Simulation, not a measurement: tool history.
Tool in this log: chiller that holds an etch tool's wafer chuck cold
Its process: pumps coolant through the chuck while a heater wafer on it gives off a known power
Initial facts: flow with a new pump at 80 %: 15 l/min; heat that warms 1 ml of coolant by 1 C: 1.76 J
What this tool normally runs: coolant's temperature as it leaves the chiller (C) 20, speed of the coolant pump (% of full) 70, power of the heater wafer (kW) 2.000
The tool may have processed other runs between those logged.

run      day  coolant's temperature as it leaves the chiller (C)  speed of the coolant pump (% of full)  power of the heater wafer (kW)  chuck's temperature once it has settled (K)  how much warmer the coolant comes back (C)
  1    0.000                                                  20                                     70                           2.000                                       307.25                                        5.20
  2    4.588                                                  20                                     71                           2.000                                       307.05                                        5.15
  3    7.946                                                  20                                     71                           2.000                                       307.15                                        5.14
  4   10.758                                                  20                                     71                           2.000                                       306.95                                        5.19
  5   13.658                                                  19                                     70                           2.000                                       306.25                                        5.24
  6   17.725                                                  20                                     70                           2.000                                       307.15                                        5.24
  7   20.750                                                  20                                     70                           2.000                                       307.25                                        5.20
  8   24.183                                                  20                                     70                           2.000                                       307.15                                        5.25
  9   27.938                                                  20                                     70                           2.000                                       307.15                                        5.21
 10   32.329                                                  20                                     70                           1.840                                       306.05                                        4.78
 11   35.158                                                  20                                     70                           1.840                                       305.95                                        4.78
 12   37.483                                                  20                                     70                           1.009                                       300.35                                        2.62
 13   41.262                                                  20                                     70                           1.009                                       300.25                                        2.63
 14   45.221                                                  20                                     74                           2.000                                       306.45                                        4.95
 15   50.329                                                  20                                     68                           2.000                                       307.55                                        5.42
 16   55.312                                                  20                                     70                           2.000                                       307.15                                        5.22
 17   58.904                                                  13                                     69                           1.310                                       295.65                                        3.47
 18   61.542                                                  18                                     69                           1.599                                       302.55                                        4.21
 19   64.308                                                  20                                     81                           2.000                                       305.45                                        4.49
 20   66.904                                                  12                                     70                           1.124                                       293.05                                        2.98
 21   71.092                                                  10                                     64                           1.124                                       291.65                                        3.22
      72.529  -- chiller's thermometer calibrated
 22   73.525                                                  10                                    100                           1.908                                       292.85                                        3.43
 23   77.279                                                  13                                     61                           1.908                                       301.35                                        5.76
 24   82.038                                                  13                                     61                           1.908                                       301.45                                        5.77
 25   85.471                                                  12                                     97                           2.748                                       299.45                                        5.15
 26   88.425                                                  27                                     71                           2.000                                       314.05                                        5.13
 27   91.750                                                  27                                     71                           2.000                                       314.05                                        5.16
 28   94.421                                                  27                                     71                           2.000                                       314.05                                        5.16
 29   98.746                                                  16                                     65                           2.000                                       304.45                                        5.61
 30  101.283                                                  27                                     61                           2.000                                       316.25                                        6.02
 31  103.671                                                  20                                     70                           2.363                                       309.65                                        6.16

Predict each of these 4 candidate next runs independently; none follows another, all start after run 31:
  A  107.938                                                  20                                     86                           2.584                                            ?                                           ?
  B  107.938                                                  15                                     84                           2.815                                            ?                                           ?
  C  107.938                                                  20                                     68                           2.970                                            ?                                           ?
  D  107.938                                                  20                                     97                           2.000                                            ?                                           ?

run  chuck's temperature once it has settled (K)  how much warmer the coolant comes back (C)
  A                                       308.45                                        5.48
  B                                       304.75                                        6.06
  C                                       314.55                                        7.97
  D                                       303.55                                        3.73
Without the tool's unlogged condition, the same runs would have read:
run  chuck's temperature once it has settled (K)  how much warmer the coolant comes back (C)
  A                                       308.35                                        5.47
  B                                       304.65                                        6.06
  C                                       314.45                                        7.96
  D                                       303.55                                        3.73

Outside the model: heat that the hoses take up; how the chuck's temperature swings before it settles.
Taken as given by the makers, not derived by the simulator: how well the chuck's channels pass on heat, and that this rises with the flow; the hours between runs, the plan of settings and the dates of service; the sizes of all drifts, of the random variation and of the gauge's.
